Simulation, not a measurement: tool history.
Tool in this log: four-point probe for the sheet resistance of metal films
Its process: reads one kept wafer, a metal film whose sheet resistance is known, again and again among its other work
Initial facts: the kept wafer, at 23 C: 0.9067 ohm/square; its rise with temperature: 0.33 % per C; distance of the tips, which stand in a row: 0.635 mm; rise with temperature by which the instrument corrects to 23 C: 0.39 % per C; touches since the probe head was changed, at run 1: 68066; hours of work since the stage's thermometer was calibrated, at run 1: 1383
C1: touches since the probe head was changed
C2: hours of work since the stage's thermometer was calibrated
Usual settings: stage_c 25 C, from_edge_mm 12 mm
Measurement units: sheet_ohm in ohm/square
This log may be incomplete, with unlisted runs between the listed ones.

{"run": 1, "day": 0.0, "stage_c": 25, "from_edge_mm": 12, "C1": 68066, "C2": 1383, "sheet_ohm": 0.90677}
{"run": 2, "day": 4.417, "stage_c": 19, "from_edge_mm": 12, "C1": 70516, "C2": 1447, "sheet_ohm": 0.910007}
{"run": 3, "day": 9.425, "stage_c": 19, "from_edge_mm": 12, "C1": 73296, "C2": 1520, "sheet_ohm": 0.910301}
{"run": 4, "day": 14.808, "stage_c": 19, "from_edge_mm": 12, "C1": 76282, "C2": 1598, "sheet_ohm": 0.910103}
{"run": 5, "day": 17.967, "stage_c": 25, "from_edge_mm": 12, "C1": 78035, "C2": 1643, "sheet_ohm": 0.90685}
{"run": 6, "day": 23.275, "stage_c": 25, "from_edge_mm": 12, "C1": 80980, "C2": 1720, "sheet_ohm": 0.906754}
{"run": 7, "day": 28.679, "stage_c": 25, "from_edge_mm": 12, "C1": 83980, "C2": 1799, "sheet_ohm": 0.906969}
{"run": 8, "day": 33.212, "stage_c": 28, "from_edge_mm": 12, "C1": 86495, "C2": 1864, "sheet_ohm": 0.905176}
{"run": 9, "day": 37.05, "stage_c": 25, "from_edge_mm": 12, "C1": 88625, "C2": 1920, "sheet_ohm": 0.906826}
{"run": 10, "day": 42.412, "stage_c": 25, "from_edge_mm": 12, "C1": 91600, "C2": 1998, "sheet_ohm": 0.906965}
{"day": 47.312, "done": "stage's thermometer calibrated"}
{"run": 11, "day": 47.379, "stage_c": 23, "from_edge_mm": 12, "C1": 94343, "C2": 1, "sheet_ohm": 0.908191}
{"run": 12, "day": 51.588, "stage_c": 20, "from_edge_mm": 12, "C1": 96678, "C2": 62, "sheet_ohm": 0.909484}
{"run": 13, "day": 54.05, "stage_c": 20, "from_edge_mm": 12, "C1": 98046, "C2": 98, "sheet_ohm": 0.90968}
{"run": 14, "day": 58.367, "stage_c": 25, "from_edge_mm": 12, "C1": 100440, "C2": 160, "sheet_ohm": 0.906863}
{"run": 15, "day": 62.946, "stage_c": 25, "from_edge_mm": 12, "C1": 102981, "C2": 227, "sheet_ohm": 0.907155}
{"run": 16, "day": 67.633, "stage_c": 25, "from_edge_mm": 12, "C1": 105583, "C2": 295, "sheet_ohm": 0.906988}
{"run": 17, "day": 70.312, "stage_c": 25, "from_edge_mm": 10, "C1": 107069, "C2": 333, "sheet_ohm": 0.907201}
{"run": 18, "day": 73.183, "stage_c": 25, "from_edge_mm": 10, "C1": 108662, "C2": 375, "sheet_ohm": 0.907237}
{"run": 19, "day": 76.638, "stage_c": 25, "from_edge_mm": 40, "C1": 110578, "C2": 425, "sheet_ohm": 0.905732}
{"run": 20, "day": 79.929, "stage_c": 32, "from_edge_mm": 7, "C1": 112404, "C2": 473, "sheet_ohm": 0.905871}
{"run": 21, "day": 82.954, "stage_c": 24, "from_edge_mm": 4, "C1": 114084, "C2": 517, "sheet_ohm": 0.918112}
{"run": 22, "day": 87.854, "stage_c": 28, "from_edge_mm": 33, "C1": 116802, "C2": 588, "sheet_ohm": 0.904021}
{"run": 23, "day": 92.212, "stage_c": 25, "from_edge_mm": 27, "C1": 119222, "C2": 651, "sheet_ohm": 0.905782}
{"run": 24, "day": 97.292, "stage_c": 25, "from_edge_mm": 4, "C1": 122040, "C2": 724, "sheet_ohm": 0.917551}
{"run": 25, "day": 101.367, "stage_c": 33, "from_edge_mm": 14, "C1": 124300, "C2": 784, "sheet_ohm": 0.90191}
{"run": 26, "day": 103.646, "stage_c": 33, "from_edge_mm": 14, "C1": 125566, "C2": 817, "sheet_ohm": 0.902164}
{"run": 27, "day": 107.162, "stage_c": 26, "from_edge_mm": 31, "C1": 127516, "C2": 868, "sheet_ohm": 0.904981}
{"run": 28, "day": 109.942, "stage_c": 32, "from_edge_mm": 32, "C1": 129058, "C2": 908, "sheet_ohm": 0.902082}
{"run": 29, "day": 114.392, "stage_c": 32, "from_edge_mm": 32, "C1": 131527, "C2": 972, "sheet_ohm": 0.902182}
{"run": 30, "day": 118.233, "stage_c": 28, "from_edge_mm": 6, "C1": 133658, "C2": 1028, "sheet_ohm": 0.90945}
{"run": 31, "day": 120.679, "stage_c": 20, "from_edge_mm": 12, "C1": 135015, "C2": 1063, "sheet_ohm": 0.909277}

Below, some changes in sheet_ohm between adjacent runs. For each, the amount present without the hidden state too (settings, incoming material, random variation) and the amount remaining for the hidden state with gauge scatter not shared by both compared results:
Unlogged tool condition in this case: inner tips' distance over the nominal, %; tips' flats over new ones', %; wafer's true temperature over the reading, C; drift of the gauge itself on sheet_ohm, %.
Run 10 -> 11: stage_c 25 -> 23, stage's thermometer calibrated. sheet_ohm +0.001226 ohm/square: hidden state -0.000015, all else +0.001241.
Run 20 -> 21: stage_c 32 -> 24, from_edge_mm 7 -> 4. sheet_ohm +0.012241 ohm/square: hidden state -0.000004, all else +0.012245.
Run 21 -> 22: stage_c 24 -> 28, from_edge_mm 4 -> 33. sheet_ohm -0.014091 ohm/square: hidden state +0.000002, all else -0.014093.
Run 23 -> 24: from_edge_mm 27 -> 4. sheet_ohm +0.011769 ohm/square: hidden state -0.000003, all else +0.011772.
Run 24 -> 25: stage_c 25 -> 33, from_edge_mm 4 -> 14. sheet_ohm -0.015641 ohm/square: hidden state +0.000002, all else -0.015643.
